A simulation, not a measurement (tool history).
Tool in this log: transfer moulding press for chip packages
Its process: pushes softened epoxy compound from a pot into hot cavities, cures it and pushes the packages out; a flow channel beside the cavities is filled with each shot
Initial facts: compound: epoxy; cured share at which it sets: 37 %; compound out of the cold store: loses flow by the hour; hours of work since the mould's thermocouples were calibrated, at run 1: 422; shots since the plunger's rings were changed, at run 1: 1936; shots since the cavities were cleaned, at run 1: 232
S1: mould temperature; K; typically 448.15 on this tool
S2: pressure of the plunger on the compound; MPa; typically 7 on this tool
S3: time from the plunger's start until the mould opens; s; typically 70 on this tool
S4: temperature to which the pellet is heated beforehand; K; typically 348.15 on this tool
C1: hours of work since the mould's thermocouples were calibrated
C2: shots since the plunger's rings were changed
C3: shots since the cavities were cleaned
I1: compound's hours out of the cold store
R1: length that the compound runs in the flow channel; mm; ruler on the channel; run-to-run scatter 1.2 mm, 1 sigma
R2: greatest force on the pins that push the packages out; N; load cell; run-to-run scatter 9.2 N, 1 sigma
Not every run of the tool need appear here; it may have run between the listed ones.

Run 1, hour 0: usual settings; C1 422; C2 1936; C3 232; I1 21.2. Result: R1 869 mm, R2 543 N.
At hour 15.2: cavities cleaned with cleaning compound and waxed.
Run 2, hour 25.7: usual settings; C1 434; C2 2251; C3 136; I1 23.5. Result: R1 861 mm, R2 512 N.
Run 3, hour 39.8: usual settings; C1 441; C2 2435; C3 320; I1 31.9. Result: R1 843 mm, R2 569 N.
At hour 49: cavities cleaned with cleaning compound and waxed.
Run 4, hour 71.9: usual settings; C1 456; C2 2833; C3 298; I1 32.1. Result: R1 838 mm, R2 557 N.
At hour 81.8: cavities cleaned with cleaning compound and waxed.
Run 5, hour 92.9: usual settings; C1 465; C2 3087; C3 145; I1 42.3. Result: R1 815 mm, R2 507 N.
At hour 108.8: plunger's sealing rings changed.
At hour 117.5: cavities cleaned with cleaning compound and waxed.
Run 6, hour 123: usual settings but S2 7.83 MPa; C1 478; C2 166; C3 72; I1 21.7. Result: R1 928 mm, R2 466 N.
Run 7, hour 148: usual settings but S2 7.83 MPa; C1 490; C2 491; C3 397; I1 37.3. Result: R1 888 mm, R2 610 N.
At hour 150.8: cavities cleaned with cleaning compound and waxed.
Run 8, hour 164.6: usual settings but S2 7.83 MPa; C1 498; C2 687; C3 179; I1 9.2. Result: R1 957 mm, R2 533 N.
Run 9, hour 180.5: usual settings but S2 7.83 MPa; C1 505; C2 895; C3 387; I1 28.2. Result: R1 911 mm, R2 589 N.
At hour 184: cavities cleaned with cleaning compound and waxed.
Run 10, hour 212.3: usual settings but S4 350.15 K; C1 520; C2 1289; C3 368; I1 41.4. Result: R1 827 mm, R2 592 N.
At hour 218: cavities cleaned with cleaning compound and waxed.
Run 11, hour 230.6: usual settings; C1 528; C2 1508; C3 163; I1 46.4. Result: R1 816 mm, R2 508 N.
Run 12, hour 245.2: usual settings; C1 535; C2 1698; C3 353; I1 43.3. Result: R1 819 mm, R2 562 N.
At hour 251.4: cavities cleaned with cleaning compound and waxed.
Run 13, hour 273.9: usual settings; C1 549; C2 2052; C3 292; I1 40.2. Result: R1 826 mm, R2 543 N.
At hour 284.9: cavities cleaned with cleaning compound and waxed.
Run 14, hour 304: usual settings but S4 343.15 K; C1 563; C2 2425; C3 249; I1 32.1. Result: R1 839 mm, R2 571 N.
At hour 318.7: cavities cleaned with cleaning compound and waxed.
Run 15, hour 330.2: usual settings but S1 450.15 K; C1 575; C2 2747; C3 150; I1 27.1. Result: R1 843 mm, R2 478 N.
At hour 351.1: cavities cleaned with cleaning compound and waxed.
Run 16, hour 354.5: usual settings but S1 450.15 K, S4 354.15 K; C1 586; C2 3044; C3 44; I1 32. Result: R1 830 mm, R2 413 N.
At hour 373.9: plunger's sealing rings changed.
Run 17, hour 378.4: usual settings but S3 87 s, S4 347.15 K; C1 596; C2 59; C3 323; I1 13.6. Result: R1 898 mm, R2 383 N.
At hour 386.1: cavities cleaned with cleaning compound and waxed.
Run 18, hour 410.3: usual settings but S3 87 s, S4 347.15 K; C1 611; C2 455; C3 315; I1 37.3. Result: R1 845 mm, R2 375 N.
At hour 419.1: cavities cleaned with cleaning compound and waxed.
Run 19, hour 435: usual settings but S1 453.15 K, S2 6.07 MPa, S3 68 s, S4 352.15 K; C1 622; C2 757; C3 207; I1 37.3. Result: R1 769 mm, R2 418 N.
At hour 452.6: cavities cleaned with cleaning compound and waxed.
Run 20, hour 460.3: usual settings but S1 453.15 K, S2 6.07 MPa, S3 68 s, S4 352.15 K; C1 634; C2 1067; C3 100; I1 44. Result: R1 755 mm, R2 380 N.
Run 21, hour 482.5: usual settings but S1 453.15 K, S2 6.07 MPa, S3 68 s, S4 352.15 K; C1 645; C2 1356; C3 389; I1 28.4. Result: R1 782 mm, R2 491 N.
At hour 486.3: cavities cleaned with cleaning compound and waxed.
Run 22, hour 510: usual settings but S1 453.15 K, S2 7.58 MPa, S3 86 s, S4 352.15 K; C1 657; C2 1695; C3 309; I1 13.2. Result: R1 907 mm, R2 337 N.
At hour 520.5: cavities cleaned with cleaning compound and waxed.
Run 23, hour 533.4: usual settings but S1 443.15 K, S2 5.5 MPa, S3 54 s; C1 668; C2 1980; C3 168; I1 13.4. Result: R1 803 mm, R2 1397 N.
Run 24, hour 549.1: usual settings but S3 95 s, S4 349.15 K; C1 676; C2 2185; C3 373; I1 14.4. Result: R1 883 mm, R2 375 N.
At hour 553.2: cavities cleaned with cleaning compound and waxed.
Run 25, hour 580.1: usual settings but S3 95 s, S4 349.15 K; C1 690; C2 2569; C3 351; I1 38.5. Result: R1 828 mm, R2 370 N.
At hour 585.8: cavities cleaned with cleaning compound and waxed.
Run 26, hour 611.5: usual settings but S2 7.8 MPa, S3 95 s, S4 349.15 K; C1 705; C2 2958; C3 335; I1 35.3. Result: R1 879 mm, R2 359 N.

5 options for the next run, each taken on its own from the tool as it stands now. Forecast them:
At hour 618.2: cavities cleaned with cleaning compound and waxed.
At hour 637.1: plunger's sealing rings changed.
Run A, hour 637.1: usual settings but S1 455.15 K, S2 5.82 MPa, S4 347.15 K; C1 715; C2 0; C3 214; I1 22.8. Result: R1 ?, R2 ?.
At hour 618.2: cavities cleaned with cleaning compound and waxed.
At hour 637.1: plunger's sealing rings changed.
Run B, hour 637.1: usual settings but S1 446.15 K, S2 7.8 MPa, S3 81 s, S4 347.15 K; C1 715; C2 0; C3 214; I1 20.8. Result: R1 ?, R2 ?.
At hour 618.2: cavities cleaned with cleaning compound and waxed.
At hour 637.1: plunger's sealing rings changed.
Run C, hour 637.1: usual settings but S1 442.15 K, S4 350.15 K; C1 715; C2 0; C3 214; I1 29.7. Result: R1 ?, R2 ?.
At hour 618.2: cavities cleaned with cleaning compound and waxed.
At hour 637.1: plunger's sealing rings changed.
Run D, hour 637.1: usual settings but S2 7.7 MPa, S3 95 s, S4 349.15 K; C1 715; C2 0; C3 214; I1 23.6. Result: R1 ?, R2 ?.
At hour 618.2: cavities cleaned with cleaning compound and waxed.
At hour 637.1: plunger's sealing rings changed.
Run E, hour 637.1: usual settings but S1 442.15 K, S2 7.8 MPa, S3 85 s, S4 352.15 K; C1 715; C2 0; C3 214; I1 29.2. Result: R1 ?, R2 ?.

run   R1   R2
  A  778  400
  B  935  445
  C  883  889
  D  918  342
  E  933  510
Take away the tool's hidden state, keep each run's random variation, and the runs would have read:
run   R1   R2
  A  777  314
  B  933  339
  C  881  663
  D  916  276
  E  930  384
